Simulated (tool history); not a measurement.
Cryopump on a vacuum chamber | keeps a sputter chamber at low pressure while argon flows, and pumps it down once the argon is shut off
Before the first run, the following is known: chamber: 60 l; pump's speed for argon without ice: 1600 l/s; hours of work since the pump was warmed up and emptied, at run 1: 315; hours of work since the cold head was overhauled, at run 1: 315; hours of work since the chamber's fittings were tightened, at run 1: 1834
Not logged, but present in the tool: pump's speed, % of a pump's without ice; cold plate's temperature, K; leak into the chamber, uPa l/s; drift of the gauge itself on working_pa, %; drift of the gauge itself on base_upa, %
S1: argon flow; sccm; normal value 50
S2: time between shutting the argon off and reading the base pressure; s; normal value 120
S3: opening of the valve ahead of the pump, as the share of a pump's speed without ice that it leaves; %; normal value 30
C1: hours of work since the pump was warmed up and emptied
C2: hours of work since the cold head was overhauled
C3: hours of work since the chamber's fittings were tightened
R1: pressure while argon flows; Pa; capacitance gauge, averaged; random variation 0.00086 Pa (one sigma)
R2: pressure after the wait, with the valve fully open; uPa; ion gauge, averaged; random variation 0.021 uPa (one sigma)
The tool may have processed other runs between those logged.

run 1 hour=0 | S1=50 S2=120 S3=30 | C1=315 C2=315 C3=1834 | R1=0.1819 R2=2.08
run 2 hour=17.1 | S1=50 S2=120 S3=30 | C1=327 C2=327 C3=1846 | R1=0.1814 R2=2.06
run 3 hour=27.3 | S1=50 S2=120 S3=30 | C1=335 C2=335 C3=1853 | R1=0.1812 R2=2.01
run 4 hour=38.2 | S1=50 S2=120 S3=30 | C1=342 C2=342 C3=1861 | R1=0.1827 R2=2.1
run 5 hour=48.6 | S1=50 S2=34 S3=30 | C1=350 C2=350 C3=1869 | R1=0.1831 R2=2.88
run 6 hour=61.1 | S1=50 S2=34 S3=30 | C1=359 C2=359 C3=1877 | R1=0.1842 R2=2.9
run 7 hour=78.7 | S1=50 S2=34 S3=30 | C1=371 C2=371 C3=1890 | R1=0.1838 R2=2.93
run 8 hour=95 | S1=50 S2=34 S3=30 | C1=383 C2=383 C3=1901 | R1=0.1838 R2=2.9
run 9 hour=107 | S1=87 S2=34 S3=30 | C1=391 C2=391 C3=1910 | R1=0.3191 R2=2.87
run 10 hour=124.2 | S1=50 S2=120 S3=30 | C1=403 C2=403 C3=1922 | R1=0.1837 R2=2.21
run 11 hour=140.3 | S1=50 S2=46 S3=30 | C1=415 C2=415 C3=1933 | R1=0.1838 R2=2.66
run 12 hour=157.8 | S1=50 S2=22 S3=29 | C1=427 C2=427 C3=1946 | R1=0.1902 R2=3.55
run 13 hour=173.2 | S1=50 S2=22 S3=29 | C1=438 C2=438 C3=1957 | R1=0.191 R2=3.53
run 14 hour=188.3 | S1=50 S2=22 S3=29 | C1=449 C2=449 C3=1967 | R1=0.1916 R2=3.55
run 15 hour=204.9 | S1=50 S2=22 S3=29 | C1=460 C2=460 C3=1979 | R1=0.192 R2=3.61
run 16 hour=215.4 | S1=50 S2=22 S3=29 | C1=468 C2=468 C3=1987 | R1=0.1927 R2=3.66
run 17 hour=234.2 | S1=50 S2=22 S3=29 | C1=481 C2=481 C3=2000 | R1=0.1918 R2=3.67
run 18 hour=249.9 | S1=50 S2=22 S3=20 | C1=492 C2=492 C3=2011 | R1=0.2731 R2=3.75
run 19 hour=267.7 | S1=67 S2=120 S3=30 | C1=505 C2=505 C3=2024 | R1=0.2512 R2=2.32
run 20 hour=280.9 | S1=67 S2=120 S3=30 | C1=514 C2=514 C3=2033 | R1=0.251 R2=2.38

What does the tool deliver on the next run?
run 21 hour=289.8 | S1=67 S2=120 S3=30 | C1=520 C2=520 C3=2039 | R1=? R2=?

{"run 21": {"R1": 0.2498, "R2": 2.38}}
If the tool had no hidden condition, the same run with the same run-to-run variation would have returned R1 0.2356 Pa, R2 0.5 uPa.

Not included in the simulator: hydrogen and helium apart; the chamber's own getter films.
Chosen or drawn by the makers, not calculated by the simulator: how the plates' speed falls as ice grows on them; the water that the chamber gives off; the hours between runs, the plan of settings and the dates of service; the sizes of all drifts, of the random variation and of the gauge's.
